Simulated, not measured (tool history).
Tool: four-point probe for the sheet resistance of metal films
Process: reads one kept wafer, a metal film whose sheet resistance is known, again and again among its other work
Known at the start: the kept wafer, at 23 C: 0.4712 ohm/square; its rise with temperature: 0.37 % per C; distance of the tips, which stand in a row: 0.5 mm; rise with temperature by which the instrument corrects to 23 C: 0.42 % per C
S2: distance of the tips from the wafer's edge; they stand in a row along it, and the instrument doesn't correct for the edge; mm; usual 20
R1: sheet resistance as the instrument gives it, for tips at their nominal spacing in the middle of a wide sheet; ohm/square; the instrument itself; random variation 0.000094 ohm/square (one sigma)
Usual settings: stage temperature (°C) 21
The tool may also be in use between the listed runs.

{"run": 1, "hour": 0.0, "stage temperature (°C)": 21, "S2": 20, "R1": 0.474738}
{"run": 2, "hour": 16.1, "stage temperature (°C)": 21, "S2": 20, "R1": 0.474561}
{"run": 3, "hour": 31.5, "stage temperature (°C)": 21, "S2": 20, "R1": 0.474624}
{"run": 4, "hour": 48.4, "stage temperature (°C)": 21, "S2": 20, "R1": 0.474663}
{"run": 5, "hour": 70.1, "stage temperature (°C)": 27, "S2": 20, "R1": 0.473216}
{"run": 6, "hour": 86.0, "stage temperature (°C)": 21, "S2": 20, "R1": 0.474763}
{"run": 7, "hour": 100.9, "stage temperature (°C)": 21, "S2": 20, "R1": 0.474726}
{"run": 8, "hour": 123.9, "stage temperature (°C)": 21, "S2": 20, "R1": 0.474866}
{"run": 9, "hour": 152.1, "stage temperature (°C)": 21, "S2": 20, "R1": 0.474855}
{"run": 10, "hour": 172.7, "stage temperature (°C)": 21, "S2": 20, "R1": 0.474841}
{"run": 11, "hour": 199.1, "stage temperature (°C)": 21, "S2": 20, "R1": 0.474923}
{"run": 12, "hour": 220.6, "stage temperature (°C)": 21, "S2": 20, "R1": 0.475032}
{"run": 13, "hour": 234.1, "stage temperature (°C)": 21, "S2": 20, "R1": 0.474986}
{"run": 14, "hour": 256.7, "stage temperature (°C)": 21, "S2": 20, "R1": 0.475219}
{"run": 15, "hour": 286.8, "stage temperature (°C)": 21, "S2": 20, "R1": 0.475081}
{"run": 16, "hour": 305.7, "stage temperature (°C)": 21, "S2": 20, "R1": 0.475091}
{"run": 17, "hour": 329.2, "stage temperature (°C)": 21, "S2": 20, "R1": 0.475086}
{"run": 18, "hour": 346.2, "stage temperature (°C)": 21, "S2": 12, "R1": 0.475432}
{"run": 19, "hour": 362.1, "stage temperature (°C)": 21, "S2": 12, "R1": 0.475621}
{"run": 20, "hour": 385.3, "stage temperature (°C)": 21, "S2": 12, "R1": 0.47548}
{"run": 21, "hour": 399.9, "stage temperature (°C)": 21, "S2": 12, "R1": 0.475628}
{"run": 22, "hour": 420.6, "stage temperature (°C)": 21, "S2": 12, "R1": 0.475632}
{"run": 23, "hour": 443.5, "stage temperature (°C)": 21, "S2": 12, "R1": 0.475786}
{"run": 24, "hour": 459.7, "stage temperature (°C)": 25, "S2": 16, "R1": 0.474534}
{"run": 25, "hour": 474.5, "stage temperature (°C)": 25, "S2": 16, "R1": 0.47439}
{"hour": 486.4, "done": "new probe head fitted"}
{"run": 26, "hour": 499.0, "stage temperature (°C)": 25, "S2": 16, "R1": 0.471148}
{"run": 27, "hour": 522.2, "stage temperature (°C)": 30, "S2": 44, "R1": 0.46984}
{"run": 28, "hour": 551.1, "stage temperature (°C)": 30, "S2": 44, "R1": 0.469992}
{"run": 29, "hour": 566.7, "stage temperature (°C)": 30, "S2": 44, "R1": 0.469907}
{"run": 30, "hour": 595.6, "stage temperature (°C)": 30, "S2": 44, "R1": 0.469909}
{"run": 31, "hour": 623.6, "stage temperature (°C)": 28, "S2": 58, "R1": 0.47056}
{"run": 32, "hour": 649.6, "stage temperature (°C)": 23, "S2": 6, "R1": 0.473573}
{"run": 33, "hour": 677.6, "stage temperature (°C)": 23, "S2": 6, "R1": 0.473534}
{"run": 34, "hour": 701.1, "stage temperature (°C)": 23, "S2": 4, "R1": 0.475677}
{"run": 35, "hour": 730.4, "stage temperature (°C)": 27, "S2": 6, "R1": 0.472672}
{"run": 36, "hour": 746.9, "stage temperature (°C)": 21, "S2": 36, "R1": 0.472328}
{"run": 37, "hour": 768.8, "stage temperature (°C)": 32, "S2": 68, "R1": 0.469844}
{"run": 38, "hour": 786.1, "stage temperature (°C)": 32, "S2": 68, "R1": 0.469881}
{"run": 39, "hour": 803.6, "stage temperature (°C)": 32, "S2": 68, "R1": 0.469878}
{"run": 40, "hour": 831.0, "stage temperature (°C)": 26, "S2": 19, "R1": 0.471409}
{"run": 41, "hour": 857.5, "stage temperature (°C)": 34, "S2": 27, "R1": 0.469689}
{"run": 42, "hour": 880.9, "stage temperature (°C)": 19, "S2": 20, "R1": 0.473318}
{"run": 43, "hour": 910.4, "stage temperature (°C)": 19, "S2": 20, "R1": 0.473349}
{"run": 44, "hour": 935.1, "stage temperature (°C)": 22, "S2": 57, "R1": 0.472351}
{"run": 45, "hour": 960.0, "stage temperature (°C)": 22, "S2": 57, "R1": 0.472518}

Forecast each of these 3 alternatives for the next run:
{"run": "A", "hour": 992.1, "stage temperature (°C)": 30, "S2": 27, "R1": "?"}
{"run": "B", "hour": 992.1, "stage temperature (°C)": 22, "S2": 12, "R1": "?"}
{"run": "C", "hour": 992.1, "stage temperature (°C)": 20, "S2": 5, "R1": "?"}

run=A R1=0.470571
run=B R1=0.472986
run=C R1=0.475742
Without the tool's hidden state the same runs would have given:
run=A R1=0.469493
run=B R1=0.471895
run=C R1=0.474643
